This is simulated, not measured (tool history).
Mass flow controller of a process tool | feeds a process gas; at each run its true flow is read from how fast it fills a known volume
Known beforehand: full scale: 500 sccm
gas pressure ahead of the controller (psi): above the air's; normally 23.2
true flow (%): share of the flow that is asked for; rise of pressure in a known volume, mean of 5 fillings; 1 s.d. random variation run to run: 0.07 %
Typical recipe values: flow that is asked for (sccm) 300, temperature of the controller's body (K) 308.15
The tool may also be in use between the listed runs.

| run | hour | flow that is asked for (sccm) | gas pressure ahead of the controller (psi) | temperature of the controller's body (K) | true flow (%) |
|---|---|---|---|---|---|
| 1 | 0 | 300 | 23.2 | 308.15 | 98.52 |
| 2 | 69.4 | 335 | 23.2 | 308.15 | 98.52 |
| 3 | 168.9 | 335 | 23.2 | 308.15 | 98.5 |
| 4 | 251.3 | 300 | 23.2 | 297.15 | 99.55 |
| 5 | 316.3 | 300 | 23.2 | 313.15 | 97.8 |
| 6 | 450.7 | 300 | 23.2 | 313.15 | 97.66 |
| 7 | 512.8 | 59 | 23.2 | 313.15 | 97.43 |
| 8 | 632 | 59 | 28.4 | 313.15 | 97.57 |
| 9 | 752.2 | 59 | 28.4 | 313.15 | 97.57 |
| 10 | 857.1 | 64 | 23.2 | 308.15 | 97.9 |
| 11 | 941.5 | 300 | 22.9 | 308.15 | 98.1 |
| 12 | 1057.5 | 300 | 21.5 | 308.15 | 98.07 |
| 13 | 1166.4 | 300 | 21.5 | 308.15 | 97.74 |
| 14 | 1260.1 | 300 | 21.5 | 308.15 | 97.8 |
| 15 | 1398.1 | 300 | 21.5 | 308.15 | 97.62 |
| 16 | 1528.7 | 300 | 21.5 | 308.15 | 97.63 |
| 17 | 1658.9 | 300 | 21.5 | 308.15 | 97.53 |
| 18 | 1740.5 | 309 | 21.5 | 308.15 | 97.55 |
| 19 | 1843.7 | 300 | 23.2 | 309.15 | 97.37 |
| 20 | 1903.2 | 300 | 23.2 | 313.15 | 97.08 |
| 21 | 2029.1 | 300 | 23.2 | 308.15 | 97.46 |
| 22 | 2127.7 | 477 | 40.3 | 308.15 | 98.45 |
| 23 | 2270.3 | 427 | 33.1 | 302.15 | 98.68 |
|  | 2288.1 | gauge calibrated |
| 24 | 2330.8 | 187 | 33.9 | 301.15 | 99.52 |
| 25 | 2472.8 | 187 | 33.9 | 301.15 | 99.72 |
| 26 | 2600.8 | 187 | 33.9 | 301.15 | 99.41 |
| 27 | 2746.4 | 187 | 23.6 | 301.15 | 98.91 |
| 28 | 2866.7 | 103 | 26.5 | 293.15 | 99.67 |
| 29 | 2932.2 | 104 | 25.5 | 300.15 | 98.96 |
| 30 | 3034.9 | 104 | 25.5 | 300.15 | 98.88 |
| 31 | 3181 | 66 | 25.5 | 298.15 | 98.97 |
| 32 | 3281.4 | 66 | 25.5 | 298.15 | 99.03 |
| 33 | 3393.9 | 211 | 23.2 | 298.15 | 98.82 |
| 34 | 3512.1 | 152 | 26.7 | 308.15 | 97.78 |
| 35 | 3648.2 | 300 | 23.2 | 300.15 | 98.59 |
| 36 | 3735 | 300 | 34.4 | 308.15 | 98.33 |
| 37 | 3846.6 | 300 | 34.4 | 308.15 | 98.2 |
| 38 | 3990.6 | 310 | 23.2 | 308.15 | 97.77 |
| 39 | 4059.3 | 377 | 33.2 | 308.15 | 98.21 |
| 40 | 4177 | 377 | 33.2 | 308.15 | 98.21 |
| 41 | 4310.8 | 377 | 33.2 | 308.15 | 98.13 |
| 42 | 4378.5 | 377 | 33.2 | 308.15 | 98.06 |

3 ways to go on from here, each from the tool as it stands after run 42. What would each give?
| A | 4500.2 | 91 | 23.2 | 299.15 | ? |
| B | 4500.2 | 377 | 24.2 | 298.15 | ? |
| C | 4500.2 | 75 | 23.2 | 308.15 | ? |

| run | true flow (%) |
|---|---|
| A | 98 |
| B | 98.51 |
| C | 97.15 |
Without the tool's unlogged condition, the same runs would have read:
| run | true flow (%) |
|---|---|
| A | 99.06 |
| B | 99.6 |
| C | 98.2 |
